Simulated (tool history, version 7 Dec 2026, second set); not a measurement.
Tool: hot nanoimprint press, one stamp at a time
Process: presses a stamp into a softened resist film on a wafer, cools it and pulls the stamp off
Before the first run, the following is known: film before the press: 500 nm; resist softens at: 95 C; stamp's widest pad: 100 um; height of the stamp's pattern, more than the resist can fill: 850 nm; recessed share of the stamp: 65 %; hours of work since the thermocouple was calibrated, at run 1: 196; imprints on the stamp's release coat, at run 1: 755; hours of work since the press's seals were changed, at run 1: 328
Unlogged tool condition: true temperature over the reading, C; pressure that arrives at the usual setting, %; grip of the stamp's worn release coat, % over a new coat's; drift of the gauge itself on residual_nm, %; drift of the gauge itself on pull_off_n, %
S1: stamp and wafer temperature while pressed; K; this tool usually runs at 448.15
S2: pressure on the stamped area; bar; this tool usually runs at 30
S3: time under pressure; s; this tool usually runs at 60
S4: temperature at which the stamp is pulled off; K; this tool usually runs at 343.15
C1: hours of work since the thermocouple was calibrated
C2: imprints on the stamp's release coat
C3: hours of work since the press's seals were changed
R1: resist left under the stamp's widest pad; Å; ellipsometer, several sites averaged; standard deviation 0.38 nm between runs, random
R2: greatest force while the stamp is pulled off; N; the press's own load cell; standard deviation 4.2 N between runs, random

{"run": 1, "hour": 0.0, "S1": 448.15, "S2": 30, "S3": 60, "S4": 343.15, "C1": 196, "C2": 755, "C3": 328, "R1": 2845, "R2": 209}
{"run": 2, "hour": 57.0, "S1": 448.15, "S2": 22.3, "S3": 60, "S4": 343.15, "C1": 239, "C2": 1000, "C3": 371, "R1": 3177, "R2": 206}
{"hour": 92.3, "done": "plate thermocouple calibrated"}
{"run": 3, "hour": 105.4, "S1": 448.15, "S2": 30, "S3": 60, "S4": 343.15, "C1": 10, "C2": 1196, "C3": 404, "R1": 2838, "R2": 203}
{"run": 4, "hour": 159.5, "S1": 448.15, "S2": 30, "S3": 60, "S4": 343.15, "C1": 50, "C2": 1429, "C3": 445, "R1": 2831, "R2": 201}
{"hour": 200.4, "done": "stamp cleaned and given a new release coat"}
{"run": 5, "hour": 219.9, "S1": 448.15, "S2": 30.3, "S3": 60, "S4": 343.15, "C1": 91, "C2": 84, "C3": 485, "R1": 2827, "R2": 208}
{"run": 6, "hour": 268.9, "S1": 455.15, "S2": 18.5, "S3": 60, "S4": 343.15, "C1": 127, "C2": 295, "C3": 522, "R1": 2884, "R2": 212}
{"run": 7, "hour": 322.2, "S1": 458.15, "S2": 27.9, "S3": 100, "S4": 350.15, "C1": 167, "C2": 525, "C3": 562, "R1": 1837, "R2": 194}
{"run": 8, "hour": 379.0, "S1": 458.15, "S2": 27.9, "S3": 56, "S4": 350.15, "C1": 209, "C2": 769, "C3": 604, "R1": 2296, "R2": 193}
{"run": 9, "hour": 424.5, "S1": 458.15, "S2": 27.9, "S3": 56, "S4": 350.15, "C1": 243, "C2": 965, "C3": 638, "R1": 2297, "R2": 187}
{"hour": 457.6, "done": "plate thermocouple calibrated"}
{"run": 10, "hour": 500.2, "S1": 460.15, "S2": 21.5, "S3": 37, "S4": 339.15, "C1": 32, "C2": 1278, "C3": 692, "R1": 2816, "R2": 211}

Measured less the same run without the tool's hidden state. The same run-to-run variation is in both; the gauge's scatter may not be:
run=1 R1=+1
run=2 R1=-2
run=3 R1=-3
run=4 R1=-5
run=5 R1=-8
run=6 R1=-9
run=7 R1=-8
run=8 R1=-11
run=9 R1=-12
run=10 R1=-18
R2: within 1 N of the measured result in every run.

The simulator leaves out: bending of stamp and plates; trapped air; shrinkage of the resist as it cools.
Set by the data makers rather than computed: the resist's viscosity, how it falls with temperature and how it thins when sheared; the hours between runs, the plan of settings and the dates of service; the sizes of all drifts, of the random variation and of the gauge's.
